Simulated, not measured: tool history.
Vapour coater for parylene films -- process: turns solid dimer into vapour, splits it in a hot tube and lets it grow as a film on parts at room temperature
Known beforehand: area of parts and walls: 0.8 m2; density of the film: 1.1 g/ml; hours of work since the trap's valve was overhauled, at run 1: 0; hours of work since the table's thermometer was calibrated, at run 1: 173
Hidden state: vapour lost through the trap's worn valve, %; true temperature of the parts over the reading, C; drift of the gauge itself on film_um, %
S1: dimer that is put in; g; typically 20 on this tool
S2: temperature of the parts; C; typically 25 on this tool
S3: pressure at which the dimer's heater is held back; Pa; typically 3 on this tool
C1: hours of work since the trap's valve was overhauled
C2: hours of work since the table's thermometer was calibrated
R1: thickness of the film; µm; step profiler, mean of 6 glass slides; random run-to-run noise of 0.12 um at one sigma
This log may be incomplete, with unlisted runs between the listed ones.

{"run": 1, "day": 0.0, "S1": 20, "S2": 25, "S3": 3, "C1": 0, "C2": 173, "R1": 14.26}
{"run": 2, "day": 1.05, "S1": 11, "S2": 25, "S3": 3, "C1": 20, "C2": 193, "R1": 7.84}
{"run": 3, "day": 2.854, "S1": 20, "S2": 25, "S3": 3, "C1": 54, "C2": 227, "R1": 14.21}
{"run": 4, "day": 3.883, "S1": 20, "S2": 25, "S3": 3, "C1": 74, "C2": 247, "R1": 14.25}
{"run": 5, "day": 5.388, "S1": 20, "S2": 25, "S3": 3, "C1": 102, "C2": 276, "R1": 14.2}
{"run": 6, "day": 6.858, "S1": 20, "S2": 25, "S3": 6.27, "C1": 130, "C2": 304, "R1": 13.48}
{"run": 7, "day": 8.912, "S1": 20, "S2": 25, "S3": 6.27, "C1": 169, "C2": 343, "R1": 13.43}
{"run": 8, "day": 10.592, "S1": 20, "S2": 27, "S3": 6.27, "C1": 201, "C2": 375, "R1": 12.52}
{"run": 9, "day": 12.088, "S1": 20, "S2": 30, "S3": 3, "C1": 230, "C2": 403, "R1": 11.59}
{"day": 13.979, "done": "trap's valve overhauled"}
{"run": 10, "day": 13.988, "S1": 20, "S2": 25, "S3": 3, "C1": 0, "C2": 436, "R1": 14.47}
{"run": 11, "day": 15.7, "S1": 20, "S2": 25, "S3": 3, "C1": 33, "C2": 469, "R1": 14.23}
{"run": 12, "day": 17.471, "S1": 20, "S2": 25, "S3": 3, "C1": 66, "C2": 502, "R1": 14.05}
{"run": 13, "day": 19.438, "S1": 17, "S2": 25, "S3": 3, "C1": 104, "C2": 540, "R1": 11.92}
{"run": 14, "day": 21.083, "S1": 17, "S2": 25, "S3": 3, "C1": 135, "C2": 571, "R1": 12.08}
{"run": 15, "day": 22.5, "S1": 17, "S2": 25, "S3": 3, "C1": 162, "C2": 598, "R1": 11.91}
{"run": 16, "day": 23.433, "S1": 17, "S2": 25, "S3": 3, "C1": 180, "C2": 616, "R1": 12.21}
{"run": 17, "day": 24.804, "S1": 17, "S2": 25, "S3": 3, "C1": 206, "C2": 642, "R1": 11.99}
{"run": 18, "day": 26.429, "S1": 17, "S2": 25, "S3": 3, "C1": 237, "C2": 672, "R1": 12.15}
{"day": 27.933, "done": "trap's valve overhauled"}
{"run": 19, "day": 28.412, "S1": 14, "S2": 36, "S3": 3, "C1": 9, "C2": 707, "R1": 6.31}
{"run": 20, "day": 29.288, "S1": 9, "S2": 26, "S3": 10.32, "C1": 26, "C2": 724, "R1": 5.75}
{"run": 21, "day": 30.696, "S1": 9, "S2": 26, "S3": 10.32, "C1": 53, "C2": 750, "R1": 5.75}
{"run": 22, "day": 31.542, "S1": 25, "S2": 17, "S3": 10.32, "C1": 69, "C2": 767, "R1": 23.23}
{"run": 23, "day": 33.608, "S1": 25, "S2": 17, "S3": 10.32, "C1": 108, "C2": 806, "R1": 23.38}
{"run": 24, "day": 35.575, "S1": 17, "S2": 36, "S3": 3, "C1": 145, "C2": 843, "R1": 7.7}
{"run": 25, "day": 37.479, "S1": 14, "S2": 25, "S3": 3, "C1": 182, "C2": 879, "R1": 10.02}
{"run": 26, "day": 39.55, "S1": 25, "S2": 35, "S3": 2.3, "C1": 221, "C2": 919, "R1": 11.73}
{"run": 27, "day": 40.554, "S1": 25, "S2": 25, "S3": 11.56, "C1": 240, "C2": 938, "R1": 16.66}
{"day": 41.746, "done": "trap's valve overhauled"}
{"run": 28, "day": 41.746, "S1": 28, "S2": 34, "S3": 3.85, "C1": 0, "C2": 957, "R1": 13.5}
{"run": 29, "day": 42.608, "S1": 8, "S2": 25, "S3": 3, "C1": 16, "C2": 974, "R1": 5.73}
{"run": 30, "day": 44.175, "S1": 14, "S2": 20, "S3": 2.99, "C1": 46, "C2": 1003, "R1": 12.14}
{"run": 31, "day": 45.2, "S1": 20, "S2": 24, "S3": 3.4, "C1": 66, "C2": 1023, "R1": 14.78}
{"run": 32, "day": 46.675, "S1": 20, "S2": 24, "S3": 3.4, "C1": 94, "C2": 1051, "R1": 14.77}
{"run": 33, "day": 47.95, "S1": 28, "S2": 20, "S3": 2.51, "C1": 118, "C2": 1075, "R1": 24.54}
{"run": 34, "day": 49.588, "S1": 28, "S2": 31, "S3": 2.64, "C1": 149, "C2": 1106, "R1": 15.65}
{"run": 35, "day": 50.538, "S1": 28, "S2": 20, "S3": 5.26, "C1": 167, "C2": 1124, "R1": 24.1}

Predict each of these 3 candidate next runs independently; none follows another, all start after run 35:
{"run": "A", "day": 51.417, "S1": 29, "S2": 29, "S3": 9.04, "C1": 184, "C2": 1141, "R1": "?"}
{"run": "B", "day": 51.417, "S1": 29, "S2": 35, "S3": 8.45, "C1": 184, "C2": 1141, "R1": "?"}
{"run": "C", "day": 51.417, "S1": 12, "S2": 20, "S3": 2.25, "C1": 184, "C2": 1141, "R1": "?"}

run=A R1=16.44
run=B R1=12.74
run=C R1=10.59
What these runs would have given with no unlogged condition in the tool:
run=A R1=16.49
run=B R1=12.77
run=C R1=10.61

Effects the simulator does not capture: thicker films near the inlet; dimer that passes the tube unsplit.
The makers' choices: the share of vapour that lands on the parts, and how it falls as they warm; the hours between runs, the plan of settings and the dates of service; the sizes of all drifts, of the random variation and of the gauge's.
